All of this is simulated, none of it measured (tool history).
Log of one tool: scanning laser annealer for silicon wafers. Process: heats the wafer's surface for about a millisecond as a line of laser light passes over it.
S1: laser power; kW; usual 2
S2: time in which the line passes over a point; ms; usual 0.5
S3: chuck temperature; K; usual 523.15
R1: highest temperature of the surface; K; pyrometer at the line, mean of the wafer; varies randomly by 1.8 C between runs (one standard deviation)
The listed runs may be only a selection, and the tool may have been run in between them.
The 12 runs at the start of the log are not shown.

Run 13, hour 111.7: usual settings but S1 2.076 kW. Result: R1 1254.15 K.
Run 14, hour 118.2: usual settings but S1 2.076 kW. Result: R1 1253.15 K.
Run 15, hour 130.4: usual settings but S1 2.076 kW. Result: R1 1255.15 K.
At hour 138.5: laser's power meter calibrated, once more.
Run 16, hour 138.9: usual settings but S1 1.866 kW. Result: R1 1155.15 K.
Run 17, hour 144.8: usual settings but S1 1.866 kW. Result: R1 1157.15 K.
Run 18, hour 154.7: usual settings but S1 1.866 kW. Result: R1 1155.15 K.
Run 19, hour 164: usual settings but S1 1.866 kW. Result: R1 1152.15 K.
Run 20, hour 174.4: usual settings but S1 1.866 kW. Result: R1 1154.15 K.
Run 21, hour 185.6: usual settings but S1 1.906 kW. Result: R1 1174.15 K.
Run 22, hour 195: usual settings but S1 2.071 kW, S3 493.15 K. Result: R1 1216.15 K.
Run 23, hour 205.6: usual settings but S1 1.978 kW, S2 0.599 ms, S3 532.15 K. Result: R1 1269.15 K.
Run 24, hour 213.4: usual settings but S1 2.046 kW, S2 0.563 ms, S3 519.15 K. Result: R1 1264.15 K.
Run 25, hour 223.1: usual settings but S1 2.01 kW, S2 0.388 ms, S3 531.15 K. Result: R1 1150.15 K.
Run 26, hour 229.6: usual settings but S1 2.01 kW, S2 0.388 ms, S3 540.15 K. Result: R1 1159.15 K.
Run 27, hour 234.8: usual settings but S1 2.14 kW, S2 0.47 ms, S3 511.15 K. Result: R1 1239.15 K.
Run 28, hour 245.3: usual settings but S2 0.37 ms. Result: R1 1123.15 K.

Forecast run 29:
Run 29, hour 251: usual settings but S1 1.831 kW, S3 489.15 K. Result: R1 ?.

{"run 29": {"R1": 1104.15}}
Were there no unlogged condition in the tool, this run, its random variation unchanged, would have produced R1 1125.15 K.

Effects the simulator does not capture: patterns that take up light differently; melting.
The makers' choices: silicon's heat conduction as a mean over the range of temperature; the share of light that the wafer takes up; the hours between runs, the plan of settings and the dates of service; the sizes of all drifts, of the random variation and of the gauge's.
